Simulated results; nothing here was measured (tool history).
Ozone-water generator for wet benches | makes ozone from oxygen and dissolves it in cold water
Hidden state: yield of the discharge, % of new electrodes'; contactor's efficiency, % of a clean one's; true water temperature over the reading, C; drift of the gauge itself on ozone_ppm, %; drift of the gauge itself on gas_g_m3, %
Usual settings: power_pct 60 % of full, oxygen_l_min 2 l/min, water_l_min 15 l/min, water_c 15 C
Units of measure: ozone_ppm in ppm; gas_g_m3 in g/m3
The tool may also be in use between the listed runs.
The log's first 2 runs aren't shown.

run    hour  power_pct  oxygen_l_min  water_l_min  water_c  hours of work since the electrodes were changed  hours of work since the contactor was cleaned  hours of work since the thermometer was calibrated  ozone_ppm  gas_g_m3
  3   355.7         60             2           15       15                                             5510                                           8878                                                1112       14.2     174.6
  4   472.2         60             2           15       19                                             5599                                           8968                                                1202       13.7     173.7
  5   585.1         60          1.05           15       15                                             5686                                           9055                                                1289       12.5     258.6
  6   796.8         60          1.05           15       15                                             5849                                           9217                                                1451       12.5     255.9
  7   969.4         60          1.05           15       15                                             5981                                           9350                                                1584       12.6     255.3
  8  1182.3         60          1.27           15       15                                             6145                                           9514                                                1748       13.2     228.4
  9    1286         60          1.27           15       15                                             6225                                           9594                                                1828       13.2     228.3
 10  1434.5         60          1.27           15       15                                             6339                                           9708                                                1942       13.2     229.5
 11  1544.1         60          1.27           15       15                                             6423                                           9792                                                2026       13.3     230.1
 12  1661.9         64          1.27           15       15                                             6514                                           9883                                                2117       13.6     240.4
 13  1837.7         44             2           15       15                                             6649                                          10018                                                2252       11.8     143.7
 14  1982.8         44             2           15       15                                             6761                                          10129                                                2363       11.7     147.3
 15  2158.6         60          1.19           15       15                                             6896                                          10265                                                2499       12.9     238.4
 16  2276.2         60          1.19           15       15                                             6986                                          10355                                                2589       12.9     238.9
     2349.3  -- water thermometer calibrated
 17  2503.5         60             2           15        8                                             7161                                          10529                                                 119         15     175.9

Run 18, settings as shown, results not yet in. Your forecast:
 18  2685.5         60           2.1           14        7                                             7301                                          10669                                                 258          ?         ?

Run 18 produced ozone_ppm 16.5 ppm, gas_g_m3 171.6 g/m3.
Were there no unlogged condition in the tool, this run, its random variation unchanged, would have produced ozone_ppm 16.5 ppm, gas_g_m3 169.9 g/m3.
